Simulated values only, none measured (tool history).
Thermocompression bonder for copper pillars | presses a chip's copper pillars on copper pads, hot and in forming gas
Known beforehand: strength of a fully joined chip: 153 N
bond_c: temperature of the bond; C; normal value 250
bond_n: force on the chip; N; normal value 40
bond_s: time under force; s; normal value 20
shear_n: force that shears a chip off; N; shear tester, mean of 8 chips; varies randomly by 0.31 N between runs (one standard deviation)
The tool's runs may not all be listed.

{"run": 1, "hour": 0.0, "bond_c": 250, "bond_n": 40, "bond_s": 20, "shear_n": 105.1}
{"run": 2, "hour": 11.9, "bond_c": 250, "bond_n": 51, "bond_s": 20, "shear_n": 114.5}
{"run": 3, "hour": 23.0, "bond_c": 250, "bond_n": 51, "bond_s": 20, "shear_n": 114.6}
{"run": 4, "hour": 40.5, "bond_c": 250, "bond_n": 42, "bond_s": 20, "shear_n": 107.2}
{"run": 5, "hour": 51.9, "bond_c": 250, "bond_n": 42, "bond_s": 20, "shear_n": 106.8}
{"run": 6, "hour": 64.6, "bond_c": 250, "bond_n": 42, "bond_s": 20, "shear_n": 106.9}
{"run": 7, "hour": 88.4, "bond_c": 250, "bond_n": 42, "bond_s": 20, "shear_n": 107.7}
{"run": 8, "hour": 104.3, "bond_c": 250, "bond_n": 40, "bond_s": 20, "shear_n": 104.9}
{"run": 9, "hour": 125.7, "bond_c": 250, "bond_n": 40, "bond_s": 20, "shear_n": 104.9}
{"hour": 150.5, "done": "forming gas filter changed"}
{"run": 10, "hour": 151.2, "bond_c": 250, "bond_n": 40, "bond_s": 20, "shear_n": 104.5}
{"run": 11, "hour": 163.5, "bond_c": 250, "bond_n": 40, "bond_s": 20, "shear_n": 103.7}
{"run": 12, "hour": 183.8, "bond_c": 250, "bond_n": 40, "bond_s": 20, "shear_n": 104.1}
{"run": 13, "hour": 205.8, "bond_c": 250, "bond_n": 40, "bond_s": 20, "shear_n": 104.2}
{"run": 14, "hour": 222.7, "bond_c": 250, "bond_n": 40, "bond_s": 20, "shear_n": 104.6}
{"run": 15, "hour": 237.8, "bond_c": 250, "bond_n": 40, "bond_s": 20, "shear_n": 103.7}
{"run": 16, "hour": 261.7, "bond_c": 250, "bond_n": 40, "bond_s": 20, "shear_n": 103.9}
{"run": 17, "hour": 278.8, "bond_c": 250, "bond_n": 40, "bond_s": 20, "shear_n": 104.2}
{"run": 18, "hour": 294.1, "bond_c": 250, "bond_n": 40, "bond_s": 20, "shear_n": 103.8}
{"run": 19, "hour": 306.6, "bond_c": 250, "bond_n": 52, "bond_s": 22, "shear_n": 116.7}
{"run": 20, "hour": 319.3, "bond_c": 250, "bond_n": 52, "bond_s": 22, "shear_n": 117}
{"run": 21, "hour": 338.9, "bond_c": 250, "bond_n": 40, "bond_s": 20, "shear_n": 103.8}
{"run": 22, "hour": 360.3, "bond_c": 234, "bond_n": 40, "bond_s": 20, "shear_n": 82.5}
{"run": 23, "hour": 373.9, "bond_c": 234, "bond_n": 40, "bond_s": 20, "shear_n": 82.7}
{"run": 24, "hour": 390.5, "bond_c": 234, "bond_n": 40, "bond_s": 20, "shear_n": 82.8}
{"run": 25, "hour": 401.9, "bond_c": 252, "bond_n": 40, "bond_s": 20, "shear_n": 105.8}
{"run": 26, "hour": 418.6, "bond_c": 266, "bond_n": 49, "bond_s": 13, "shear_n": 119}
{"hour": 425.0, "done": "forming gas filter changed"}
{"run": 27, "hour": 441.9, "bond_c": 246, "bond_n": 40, "bond_s": 20, "shear_n": 98}

For run 28, what comes out?
{"run": 28, "hour": 463.2, "bond_c": 250, "bond_n": 40, "bond_s": 11, "shear_n": "?"}

shear_n: 87.4 N
Take away the tool's hidden state, keep the run-to-run variation as it was, and the same run would have given shear_n 88.9 N.
